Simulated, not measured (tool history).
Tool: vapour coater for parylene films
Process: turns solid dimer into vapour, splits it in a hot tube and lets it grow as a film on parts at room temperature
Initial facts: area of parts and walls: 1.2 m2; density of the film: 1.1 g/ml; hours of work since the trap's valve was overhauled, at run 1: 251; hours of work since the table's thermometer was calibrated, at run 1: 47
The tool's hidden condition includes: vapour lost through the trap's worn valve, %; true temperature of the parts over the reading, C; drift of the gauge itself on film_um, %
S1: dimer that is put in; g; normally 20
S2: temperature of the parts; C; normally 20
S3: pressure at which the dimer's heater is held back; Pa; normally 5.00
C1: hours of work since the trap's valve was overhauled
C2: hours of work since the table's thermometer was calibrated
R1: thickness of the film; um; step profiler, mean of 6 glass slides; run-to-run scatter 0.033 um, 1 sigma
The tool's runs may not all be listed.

{"run": 1, "hour": 0.0, "S1": 20, "S2": 20, "S3": 5.0, "C1": 251, "C2": 47, "R1": 8.82}
{"run": 2, "hour": 46.1, "S1": 20, "S2": 20, "S3": 5.0, "C1": 278, "C2": 74, "R1": 8.81}
{"run": 3, "hour": 95.7, "S1": 20, "S2": 20, "S3": 5.0, "C1": 307, "C2": 103, "R1": 8.85}
{"hour": 101.4, "done": "table's thermometer calibrated"}
{"hour": 133.3, "done": "trap's valve overhauled"}
{"run": 4, "hour": 149.2, "S1": 20, "S2": 20, "S3": 5.0, "C1": 9, "C2": 25, "R1": 9.16}
{"run": 5, "hour": 191.9, "S1": 20, "S2": 20, "S3": 9.22, "C1": 34, "C2": 50, "R1": 8.59}
{"run": 6, "hour": 233.4, "S1": 20, "S2": 20, "S3": 9.22, "C1": 58, "C2": 75, "R1": 8.55}
{"run": 7, "hour": 288.2, "S1": 20, "S2": 20, "S3": 9.22, "C1": 90, "C2": 106, "R1": 8.56}
{"run": 8, "hour": 345.2, "S1": 20, "S2": 27, "S3": 9.22, "C1": 123, "C2": 140, "R1": 6.16}
{"run": 9, "hour": 391.0, "S1": 10, "S2": 13, "S3": 9.22, "C1": 150, "C2": 166, "R1": 5.88}
{"run": 10, "hour": 438.8, "S1": 9, "S2": 26, "S3": 5.85, "C1": 178, "C2": 194, "R1": 2.99}
{"hour": 471.7, "done": "table's thermometer calibrated, once more"}
{"run": 11, "hour": 486.4, "S1": 9, "S2": 26, "S3": 5.85, "C1": 205, "C2": 9, "R1": 2.99}

5 ways to go on from here, each from the tool as it stands after run 11. What would each give?
{"run": "A", "hour": 535.6, "S1": 9, "S2": 26, "S3": 4.05, "C1": 234, "C2": 37, "R1": "?"}
{"run": "B", "hour": 535.6, "S1": 14, "S2": 27, "S3": 11.28, "C1": 234, "C2": 37, "R1": "?"}
{"run": "C", "hour": 535.6, "S1": 9, "S2": 22, "S3": 5.71, "C1": 234, "C2": 37, "R1": "?"}
{"run": "D", "hour": 535.6, "S1": 21, "S2": 25, "S3": 11.23, "C1": 234, "C2": 37, "R1": "?"}
{"run": "E", "hour": 535.6, "S1": 24, "S2": 26, "S3": 5.0, "C1": 234, "C2": 37, "R1": "?"}

run=A R1=3.08
run=B R1=4.16
run=C R1=3.57
run=D R1=6.85
run=E R1=8.04
Stripped of hidden state, with their random variation kept, the same runs would have yielded:
run=A R1=3.20
run=B R1=4.32
run=C R1=3.71
run=D R1=7.12
run=E R1=8.34

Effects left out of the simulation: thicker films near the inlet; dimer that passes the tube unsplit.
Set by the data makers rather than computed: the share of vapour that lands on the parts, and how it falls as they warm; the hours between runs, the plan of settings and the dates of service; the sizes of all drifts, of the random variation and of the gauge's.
